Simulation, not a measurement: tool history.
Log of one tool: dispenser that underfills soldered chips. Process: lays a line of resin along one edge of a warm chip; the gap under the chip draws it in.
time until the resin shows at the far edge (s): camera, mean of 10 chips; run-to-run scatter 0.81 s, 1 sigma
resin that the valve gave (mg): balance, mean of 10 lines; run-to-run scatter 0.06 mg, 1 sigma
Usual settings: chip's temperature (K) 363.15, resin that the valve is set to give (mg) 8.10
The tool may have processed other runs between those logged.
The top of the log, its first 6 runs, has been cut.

| run | hour | chip's temperature (K) | resin that the valve is set to give (mg) | hours of work since the syringe was changed | hours of work since the valve was cleaned | hours of work since the stage was calibrated | time until the resin shows at the far edge (s) | resin that the valve gave (mg) |
|---|---|---|---|---|---|---|---|---|
| 7 | 49.8 | 348.15 | 8.10 | 8 | 80 | 353 | 219.4 | 7.56 |
|  | 51.4 | new syringe of resin |
| 8 | 56.8 | 363.15 | 7.48 | 4 | 84 | 357 | 101.5 | 6.92 |
|  | 66.2 | new syringe of resin |
| 9 | 68.5 | 363.15 | 7.48 | 2 | 92 | 365 | 94.5 | 6.88 |
| 10 | 74.5 | 363.15 | 9.81 | 5 | 96 | 368 | 106.0 | 9.00 |
|  | 80.7 | new syringe of resin |
| 11 | 81.5 | 363.15 | 9.81 | 1 | 100 | 373 | 84.9 | 8.79 |
| 12 | 88.3 | 363.15 | 9.81 | 5 | 105 | 377 | 105.0 | 8.79 |
|  | 95.2 | new syringe of resin |
| 13 | 95.5 | 363.15 | 9.78 | 0 | 109 | 382 | 82.4 | 8.82 |
| 14 | 103.9 | 363.15 | 9.78 | 6 | 115 | 387 | 110.3 | 8.74 |
|  | 107.6 | dispensing valve cleaned and set on the balance |
|  | 111.0 | new syringe of resin |
| 15 | 116.8 | 363.15 | 9.78 | 4 | 6 | 395 | 100.0 | 9.72 |
| 16 | 124.5 | 368.15 | 9.78 | 9 | 11 | 400 | 108.2 | 9.66 |
|  | 125.5 | new syringe of resin |
| 17 | 136.3 | 363.15 | 6.95 | 7 | 19 | 408 | 123.8 | 6.86 |
|  | 140.1 | new syringe of resin |
| 18 | 147.0 | 363.15 | 6.95 | 5 | 25 | 415 | 110.8 | 6.85 |
|  | 154.7 | new syringe of resin |
| 19 | 156.7 | 352.15 | 10.16 | 1 | 32 | 421 | 129.2 | 9.83 |
| 20 | 165.9 | 368.15 | 7.12 | 7 | 38 | 427 | 105.9 | 6.77 |
|  | 167.9 | stage's temperature calibrated |
|  | 170.8 | new syringe of resin |
| 21 | 179.2 | 368.15 | 7.44 | 6 | 46 | 7 | 88.0 | 7.19 |
| 22 | 184.3 | 368.15 | 7.44 | 9 | 49 | 11 | 106.7 | 7.16 |
|  | 185.7 | new syringe of resin |
| 23 | 196.7 | 368.15 | 7.44 | 7 | 57 | 19 | 94.7 | 7.09 |
|  | 200.2 | new syringe of resin |
| 24 | 205.7 | 376.15 | 7.44 | 4 | 63 | 24 | 61.2 | 7.02 |
| 25 | 213.1 | 376.15 | 7.44 | 8 | 68 | 29 | 77.7 | 6.93 |
|  | 215.2 | new syringe of resin |
| 26 | 222.8 | 350.15 | 7.08 | 5 | 74 | 35 | 163.5 | 6.57 |
|  | 230.3 | new syringe of resin |
| 27 | 234.4 | 350.15 | 7.08 | 3 | 81 | 43 | 151.2 | 6.52 |
|  | 244.8 | new syringe of resin |
| 28 | 245.2 | 350.15 | 7.08 | 0 | 88 | 50 | 131.1 | 6.54 |
| 29 | 250.3 | 358.15 | 7.45 | 4 | 92 | 53 | 114.5 | 6.83 |
|  | 258.9 | new syringe of resin |
| 30 | 262.1 | 358.15 | 7.45 | 2 | 99 | 61 | 107.4 | 6.73 |
| 31 | 271.9 | 362.15 | 8.10 | 9 | 106 | 67 | 126.0 | 7.31 |

What will run 32 give?
|  | 273.1 | new syringe of resin |
| 32 | 282.9 | 377.15 | 9.00 | 6 | 113 | 74 | ? | ? |

Run 32 gave time until the resin shows at the far edge (s) 65.8, resin that the valve gave (mg) 7.92.
If the tool had no hidden condition, the same run with the same run-to-run variation would have returned time until the resin shows at the far edge (s) 46.0, resin that the valve gave (mg) 8.88.
